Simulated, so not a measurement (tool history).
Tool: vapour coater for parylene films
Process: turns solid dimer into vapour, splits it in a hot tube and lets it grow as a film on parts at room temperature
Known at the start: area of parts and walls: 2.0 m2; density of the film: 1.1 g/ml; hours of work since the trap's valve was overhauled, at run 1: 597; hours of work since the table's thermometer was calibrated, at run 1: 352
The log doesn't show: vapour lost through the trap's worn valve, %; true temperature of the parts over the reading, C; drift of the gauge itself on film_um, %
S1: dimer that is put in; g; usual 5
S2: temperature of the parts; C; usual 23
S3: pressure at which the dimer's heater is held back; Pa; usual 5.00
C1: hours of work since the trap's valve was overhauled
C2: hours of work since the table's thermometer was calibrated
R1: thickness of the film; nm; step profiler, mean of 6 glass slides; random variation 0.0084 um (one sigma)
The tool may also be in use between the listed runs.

run,day,S1,S2,S3,C1,C2,R1
1,0.000,5,23,5.00,597,352,1103
2,0.988,5,23,5.00,612,368,1095
# day 1.817: trap's valve overhauled
3,2.279,5,23,5.00,7,385,1232
4,3.392,5,23,5.00,24,402,1232
5,4.796,5,20,5.00,46,424,1309
6,5.583,5,23,5.00,59,436,1227
7,6.254,5,23,5.00,69,447,1206
8,7.179,5,23,5.00,83,461,1197
9,7.917,5,23,5.00,95,473,1208
10,9.192,5,23,5.00,115,493,1206
11,9.967,5,23,5.00,127,505,1194
12,11.192,5,29,5.00,146,524,1032
13,12.175,5,29,5.00,161,539,1018
14,13.167,5,15,5.00,176,554,1459
15,13.933,5,23,5.00,188,566,1169
16,15.225,5,23,5.00,208,586,1185
17,16.546,5,23,5.00,229,607,1189
18,17.854,5,23,5.00,249,627,1162
19,19.242,5,23,5.00,271,649,1157
20,20.158,5,23,2.19,285,663,1280
21,21.171,9,23,2.19,301,679,2305
22,21.829,4,23,9.78,311,689,849
23,22.896,9,23,6.80,328,705,1990
24,23.562,2,15,5.65,338,716,563
25,24.475,3,33,2.60,352,730,576
26,25.133,3,33,2.60,362,740,587
27,25.717,5,18,5.00,371,749,1296
28,27.021,5,18,5.00,392,770,1303
29,28.079,5,18,5.00,408,786,1288
30,29.388,5,18,3.44,428,806,1334
31,30.204,4,18,3.44,441,819,1075
32,30.771,5,20,4.82,450,828,1231
33,31.521,5,23,2.59,462,840,1217
34,32.442,3,23,5.51,476,854,659
# day 33.775: table's thermometer calibrated
35,33.804,3,23,5.51,496,0,682
36,34.729,5,34,5.00,511,15,868
37,35.829,5,33,11.70,528,32,794
38,36.517,4,34,10.54,539,43,640
39,37.417,4,34,10.54,553,57,625
40,38.004,6,21,5.23,562,66,1414
41,39.004,5,23,4.70,577,81,1145
42,39.633,3,31,5.00,587,91,559

4 ways to go on from here, each from the tool as it stands after run 42. What would each give?
A,40.825,3,23,5.00,605,110,?
B,40.825,8,18,4.18,605,110,?
C,40.825,2,16,6.10,605,110,?
D,40.825,5,23,2.22,605,110,?

run,R1
A,676
B,2056
C,515
D,1234
Without the tool's hidden state the same runs would have given:
run,R1
A,757
B,2307
C,578
D,1383
